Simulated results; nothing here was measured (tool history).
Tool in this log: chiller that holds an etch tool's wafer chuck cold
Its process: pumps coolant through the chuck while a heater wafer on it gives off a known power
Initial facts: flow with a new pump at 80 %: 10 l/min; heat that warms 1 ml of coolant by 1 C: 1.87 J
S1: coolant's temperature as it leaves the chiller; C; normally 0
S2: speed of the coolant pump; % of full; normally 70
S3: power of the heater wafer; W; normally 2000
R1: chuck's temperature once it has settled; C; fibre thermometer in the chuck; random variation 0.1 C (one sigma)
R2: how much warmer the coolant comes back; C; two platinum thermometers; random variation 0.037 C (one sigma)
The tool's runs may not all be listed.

run 1 hour=0 | S1=0 S2=70 S3=2000 | R1=18.8 R2=7.58
run 2 hour=150.8 | S1=0 S2=70 S3=2000 | R1=18.9 R2=7.51
run 3 hour=318.1 | S1=0 S2=70 S3=2000 | R1=18.8 R2=7.54
-- hour=477.5 chiller's thermometer calibrated
run 4 hour=528.1 | S1=0 S2=70 S3=2000 | R1=19.4 R2=7.49
run 5 hour=675 | S1=0 S2=65 S3=2000 | R1=20.4 R2=8.14
run 6 hour=834.1 | S1=4 S2=70 S3=2000 | R1=23.4 R2=7.52
run 7 hour=989.3 | S1=0 S2=70 S3=1382 | R1=13.5 R2=5.17
-- hour=1004.4 coolant pump overhauled
run 8 hour=1152.2 | S1=0 S2=70 S3=1382 | R1=13.8 R2=5.3
run 9 hour=1300.5 | S1=0 S2=70 S3=1382 | R1=13.6 R2=5.39
run 10 hour=1487.3 | S1=0 S2=70 S3=2171 | R1=21.7 R2=8.44
run 11 hour=1606.8 | S1=5 S2=88 S3=1565 | R1=18.7 R2=4.86
-- hour=1742.5 coolant pump overhauled, once more
run 12 hour=1788.8 | S1=-7 S2=96 S3=2188 | R1=10.5 R2=5.82
run 13 hour=1920.1 | S1=0 S2=70 S3=1859 | R1=18.1 R2=6.77
run 14 hour=2055.2 | S1=0 S2=70 S3=2593 | R1=25.1 R2=9.41
run 15 hour=2153.5 | S1=-8 S2=70 S3=1657 | R1=8 R2=6.03
run 16 hour=2238.2 | S1=-10 S2=99 S3=1785 | R1=4.2 R2=4.62
run 17 hour=2325.7 | S1=-9 S2=99 S3=1326 | R1=1.3 R2=3.49
run 18 hour=2474.5 | S1=-9 S2=99 S3=1326 | R1=1.5 R2=3.47

Consider 5 possible next runs. They are alternatives, not a sequence: every one starts from the tool as it was left by run 18. What does each give?
run A hour=2613.7 | S1=0 S2=70 S3=1062 | R1=? R2=?
run B hour=2613.7 | S1=-6 S2=63 S3=1326 | R1=? R2=?
run C hour=2613.7 | S1=-6 S2=70 S3=1555 | R1=? R2=?
run D hour=2613.7 | S1=-9 S2=76 S3=1326 | R1=? R2=?
run E hour=2613.7 | S1=8 S2=81 S3=2000 | R1=? R2=?

run=A R1=10.4 R2=3.87
run=B R1=7.7 R2=5.34
run=C R1=9.3 R2=5.71
run=D R1=3.3 R2=4.45
run=E R1=26.1 R2=6.32
With no hidden state in the tool, these same runs would have given:
run=A R1=9.6 R2=3.85
run=B R1=6.6 R2=5.33
run=C R1=7.9 R2=5.68
run=D R1=2.3 R2=4.43
run=E R1=24.4 R2=6.29
